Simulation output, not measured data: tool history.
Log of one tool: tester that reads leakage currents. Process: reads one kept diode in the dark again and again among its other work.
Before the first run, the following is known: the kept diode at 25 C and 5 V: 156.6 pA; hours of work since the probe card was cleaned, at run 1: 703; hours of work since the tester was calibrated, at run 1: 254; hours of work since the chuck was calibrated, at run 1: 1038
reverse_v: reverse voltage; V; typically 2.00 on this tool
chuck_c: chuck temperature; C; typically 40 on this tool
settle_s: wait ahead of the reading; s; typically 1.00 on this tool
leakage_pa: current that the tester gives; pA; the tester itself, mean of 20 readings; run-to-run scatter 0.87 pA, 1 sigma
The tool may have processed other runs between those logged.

| run | day | reverse_v | chuck_c | settle_s | hours of work since the probe card was cleaned | hours of work since the tester was calibrated | hours of work since the chuck was calibrated | leakage_pa |
|---|---|---|---|---|---|---|---|---|
| 1 | 0.000 | 2.00 | 40 | 1.00 | 703 | 254 | 1038 | 313.01 |
| 2 | 1.721 | 2.00 | 40 | 1.00 | 720 | 271 | 1055 | 313.11 |
| 3 | 3.375 | 2.00 | 40 | 1.00 | 736 | 287 | 1071 | 313.18 |
| 4 | 4.429 | 2.00 | 40 | 0.30 | 746 | 297 | 1081 | 314.01 |
| 5 | 5.912 | 2.00 | 40 | 3.10 | 760 | 312 | 1096 | 313.26 |
| 6 | 7.179 | 2.00 | 40 | 1.00 | 773 | 324 | 1108 | 314.54 |
| 7 | 8.125 | 2.00 | 40 | 1.00 | 782 | 333 | 1117 | 314.48 |
| 8 | 9.342 | 2.00 | 40 | 1.00 | 794 | 345 | 1129 | 314.32 |
| 9 | 10.988 | 2.00 | 40 | 5.06 | 810 | 361 | 1145 | 314.20 |
| 10 | 12.508 | 2.00 | 40 | 0.80 | 825 | 376 | 1160 | 313.92 |
| 11 | 13.633 | 2.00 | 40 | 0.57 | 836 | 387 | 1171 | 316.20 |
| 12 | 14.750 | 2.00 | 40 | 0.57 | 847 | 398 | 1182 | 317.09 |
| 13 | 16.279 | 2.00 | 40 | 0.57 | 862 | 413 | 1197 | 316.04 |
| 14 | 17.850 | 2.00 | 40 | 0.57 | 877 | 428 | 1212 | 316.37 |
| 15 | 19.446 | 2.00 | 40 | 1.00 | 892 | 444 | 1228 | 316.47 |
| 16 | 20.904 | 2.00 | 40 | 1.00 | 907 | 458 | 1242 | 315.46 |
| 17 | 22.517 | 2.00 | 40 | 1.00 | 922 | 474 | 1258 | 317.11 |
| 18 | 24.112 | 1.04 | 40 | 1.00 | 938 | 489 | 1273 | 225.44 |
| 19 | 25.679 | 1.04 | 40 | 1.00 | 953 | 505 | 1289 | 226.95 |
| 20 | 26.592 | 1.04 | 40 | 1.00 | 962 | 513 | 1297 | 225.96 |
| 21 | 27.683 | 6.33 | 40 | 1.00 | 973 | 524 | 1308 | 581.22 |
| 22 | 29.308 | 6.33 | 40 | 1.00 | 989 | 540 | 1324 | 582.32 |
| 23 | 30.479 | 6.33 | 40 | 1.00 | 1000 | 551 | 1335 | 583.28 |
| 24 | 31.400 | 2.00 | 60 | 5.83 | 1009 | 560 | 1344 | 1151.21 |
| 25 | 33.008 | 2.00 | 60 | 5.83 | 1025 | 576 | 1360 | 1160.64 |
| 26 | 33.975 | 2.83 | 40 | 1.33 | 1034 | 585 | 1369 | 383.28 |
| 27 | 35.279 | 2.30 | 51 | 1.27 | 1047 | 598 | 1382 | 711.47 |
|  | 35.542 | probe card cleaned and baked |
| 28 | 37.121 | 2.30 | 51 | 1.27 | 15 | 615 | 1399 | 714.74 |
| 29 | 38.829 | 2.30 | 51 | 1.27 | 32 | 632 | 1416 | 714.96 |
| 30 | 39.858 | 2.30 | 51 | 1.27 | 42 | 642 | 1426 | 713.67 |
| 31 | 41.500 | 1.01 | 29 | 0.52 | 58 | 658 | 1442 | 104.18 |
| 32 | 42.217 | 1.01 | 29 | 0.52 | 65 | 665 | 1449 | 103.54 |
| 33 | 43.129 | 1.01 | 29 | 0.52 | 74 | 674 | 1457 | 104.15 |
| 34 | 43.967 | 1.07 | 26 | 1.55 | 82 | 682 | 1466 | 85.81 |
| 35 | 44.925 | 2.00 | 48 | 0.57 | 92 | 691 | 1475 | 549.45 |
|  | 45.208 | probe card cleaned and baked, once more |
|  | 46.275 | chuck's temperature calibrated |
| 36 | 46.779 | 2.00 | 48 | 0.57 | 15 | 707 | 5 | 495.44 |
| 37 | 47.479 | 3.32 | 48 | 0.57 | 21 | 714 | 12 | 648.75 |
| 38 | 49.108 | 14.97 | 48 | 0.66 | 37 | 730 | 28 | 1424.90 |
| 39 | 50.417 | 14.97 | 48 | 0.66 | 50 | 743 | 40 | 1418.92 |
| 40 | 52.042 | 5.12 | 36 | 1.00 | 66 | 758 | 56 | 360.70 |

How would selected steps in leakage_pa from run to run divide? Give the signed amount a tool lacking its hidden state would still show from settings, what came in and random variation, and the signed amount left for the hidden state, including any gauge scatter that is not in both of the compared results.
Hidden conditions of the tool in this case: stray current of the dirty probe card, pA a volt; current scale over the true one, %; true chuck temperature over the reading, C; drift of the gauge itself on leakage_pa, %.
Run 25 -> 26: reverse_v 2.00 -> 2.83, chuck_c 60 -> 40, settle_s 5.83 -> 1.33. leakage_pa -777.36 pA: hidden state -55.61, all else -721.75.
Run 30 -> 31: reverse_v 2.30 -> 1.01, chuck_c 51 -> 29, settle_s 1.27 -> 0.52. leakage_pa -609.49 pA: hidden state -52.55, all else -556.94.
Run 35 -> 36: probe card cleaned and baked, once more, chuck's temperature calibrated. leakage_pa -54.01 pA: hidden state -53.73, all else -0.28.
Run 37 -> 38: reverse_v 3.32 -> 14.97, settle_s 0.57 -> 0.66. leakage_pa +776.15 pA: hidden state -0.03, all else +776.18.
Run 39 -> 40: reverse_v 14.97 -> 5.12, chuck_c 48 -> 36, settle_s 0.66 -> 1.00. leakage_pa -1058.22 pA: hidden state +0.70, all else -1058.92.
